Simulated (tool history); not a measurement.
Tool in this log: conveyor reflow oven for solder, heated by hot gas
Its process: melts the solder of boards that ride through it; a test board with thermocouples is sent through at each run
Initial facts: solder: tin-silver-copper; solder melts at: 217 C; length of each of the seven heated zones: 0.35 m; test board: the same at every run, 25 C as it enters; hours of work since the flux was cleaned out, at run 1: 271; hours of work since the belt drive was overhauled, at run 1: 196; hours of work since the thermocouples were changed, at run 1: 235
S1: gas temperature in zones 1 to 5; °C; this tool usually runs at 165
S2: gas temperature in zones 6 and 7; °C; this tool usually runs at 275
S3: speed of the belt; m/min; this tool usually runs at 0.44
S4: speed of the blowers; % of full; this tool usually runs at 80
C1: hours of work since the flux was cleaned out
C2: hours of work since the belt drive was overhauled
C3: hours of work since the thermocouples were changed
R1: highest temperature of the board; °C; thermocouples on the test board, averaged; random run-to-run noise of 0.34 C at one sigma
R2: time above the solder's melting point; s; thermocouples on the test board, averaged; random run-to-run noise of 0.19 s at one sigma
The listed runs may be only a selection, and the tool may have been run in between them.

run,hour,S1,S2,S3,S4,C1,C2,C3,R1,R2
1,0,165,275,0.44,80,271,196,235,265.6,80.4
2,7.5,165,275,0.44,80,276,202,240,265.8,80
3,14.8,165,275,0.44,80,281,206,245,265.5,80.1
4,20.1,165,275,0.44,80,285,210,248,265.1,80.1
5,27.4,165,275,0.44,80,290,215,253,265.5,80.2
6,32,165,275,0.44,80,293,218,256,265.5,80.3
7,39.3,165,275,0.44,80,298,223,261,265.4,80
8,45.1,165,275,0.44,58,302,227,265,262.7,77.9
9,54.4,165,275,0.44,80,308,233,272,266,80.1
10,59.3,165,275,0.44,80,311,237,275,265.4,80.2
11,66.2,165,275,0.44,80,316,241,280,265.9,80
12,74,165,275,0.44,80,321,247,285,266,79.9
# hour 86.7: flux residue cleaned out of gas plates and filters
13,88.2,165,275,0.44,80,1,253,291,266,80.4
14,93.8,165,275,0.44,80,5,257,295,265.5,80.3
15,98.5,165,275,0.44,80,8,260,298,265.9,80.3
16,107.7,165,275,0.513,71,14,266,305,260.4,64.5
17,117.2,180,285,0.378,80,21,273,311,279.8,107
18,127.4,164,284,0.397,79,28,280,318,277.2,95.4
19,133.1,177,266,0.397,54,32,284,322,257.7,88.6
20,142,165,275,0.508,74,38,290,328,260.9,65.8
21,149.3,165,275,0.508,74,43,295,333,260.6,65.4
22,156.1,155,275,0.469,53,47,299,338,258.8,66.2
23,165.4,175,275,0.503,80,54,306,344,263.3,71.7
24,172.6,165,270,0.44,80,59,311,349,261.4,77.4
25,177,165,270,0.414,80,61,314,352,261.9,83.8
26,182.3,165,287,0.414,57,65,317,356,276.4,90.6
27,189.7,157,275,0.521,55,70,322,361,255.7,57.7

Run 28, settings as shown, results not yet in. Your forecast:
28,199.9,164,265,0.478,63,77,329,368,?,?

R1: 252 °C
R2: 63.2 s
Take away the tool's hidden state, keep the run-to-run variation as it was, and the same run would have given R1 252 °C, R2 63.2 s.
